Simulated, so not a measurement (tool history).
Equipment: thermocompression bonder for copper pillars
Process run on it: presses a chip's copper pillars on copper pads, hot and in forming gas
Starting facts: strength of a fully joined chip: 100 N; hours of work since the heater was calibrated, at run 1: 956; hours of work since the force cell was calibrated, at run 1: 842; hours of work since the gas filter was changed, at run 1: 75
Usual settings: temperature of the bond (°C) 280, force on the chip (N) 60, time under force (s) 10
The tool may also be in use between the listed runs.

| run | hour | temperature of the bond (°C) | force on the chip (N) | time under force (s) | hours of work since the heater was calibrated | hours of work since the force cell was calibrated | hours of work since the gas filter was changed | force that shears a chip off (N) |
|---|---|---|---|---|---|---|---|---|
| 1 | 0.0 | 280 | 60 | 10 | 956 | 842 | 75 | 44.9 |
|  | 35.1 | heater calibrated with a thermocouple chip |
| 2 | 41.6 | 263 | 60 | 10 | 4 | 866 | 99 | 36.1 |
| 3 | 71.9 | 280 | 86 | 10 | 23 | 885 | 118 | 54.8 |
| 4 | 122.3 | 280 | 86 | 10 | 54 | 916 | 149 | 55.3 |
|  | 144.0 | forming gas filter changed |
| 5 | 159.7 | 280 | 86 | 10 | 77 | 939 | 10 | 54.9 |
| 6 | 222.9 | 280 | 86 | 10 | 116 | 978 | 49 | 54.8 |
| 7 | 254.3 | 280 | 60 | 7 | 135 | 998 | 68 | 38.9 |
| 8 | 321.5 | 280 | 60 | 10 | 177 | 1040 | 110 | 44.8 |
| 9 | 349.6 | 280 | 60 | 10 | 194 | 1057 | 127 | 44.8 |
|  | 409.8 | forming gas filter changed |
| 10 | 416.3 | 280 | 60 | 10 | 235 | 1098 | 4 | 44.3 |
| 11 | 472.2 | 280 | 60 | 10 | 270 | 1133 | 39 | 44.7 |
| 12 | 537.4 | 280 | 60 | 10 | 311 | 1173 | 79 | 44.5 |
| 13 | 568.8 | 280 | 43 | 10 | 330 | 1192 | 98 | 35.9 |
| 14 | 635.0 | 280 | 60 | 10 | 371 | 1233 | 140 | 44.7 |
|  | 675.0 | forming gas filter changed |
| 15 | 684.9 | 267 | 60 | 15 | 402 | 1264 | 6 | 44.1 |
| 16 | 742.2 | 267 | 60 | 15 | 437 | 1299 | 42 | 44.7 |
| 17 | 785.7 | 291 | 75 | 10 | 464 | 1326 | 69 | 57.1 |
| 18 | 830.2 | 288 | 55 | 10 | 492 | 1354 | 96 | 46.3 |
| 19 | 869.4 | 288 | 44 | 10 | 516 | 1378 | 120 | 40.0 |
| 20 | 897.2 | 288 | 44 | 10 | 533 | 1395 | 138 | 40.4 |
| 21 | 929.1 | 288 | 44 | 10 | 553 | 1415 | 157 | 40.5 |
|  | 936.7 | forming gas filter changed |
| 22 | 993.2 | 289 | 55 | 21 | 592 | 1455 | 35 | 60.0 |
| 23 | 1046.3 | 280 | 38 | 10 | 625 | 1488 | 68 | 33.2 |
| 24 | 1091.2 | 280 | 38 | 10 | 653 | 1515 | 96 | 33.0 |
| 25 | 1140.3 | 282 | 50 | 29 | 683 | 1546 | 126 | 58.7 |
| 26 | 1182.2 | 259 | 50 | 15 | 709 | 1572 | 152 | 35.6 |

Predict the results of run 27:
|  | 1200.1 | forming gas filter changed |
| 27 | 1231.9 | 284 | 62 | 12 | 740 | 1602 | 20 | ? |

{"run 27": {"force that shears a chip off (N)": 50.5}}
With the hidden condition absent and the run-to-run variation left alone, this run would have shown force that shears a chip off (N) 50.3.
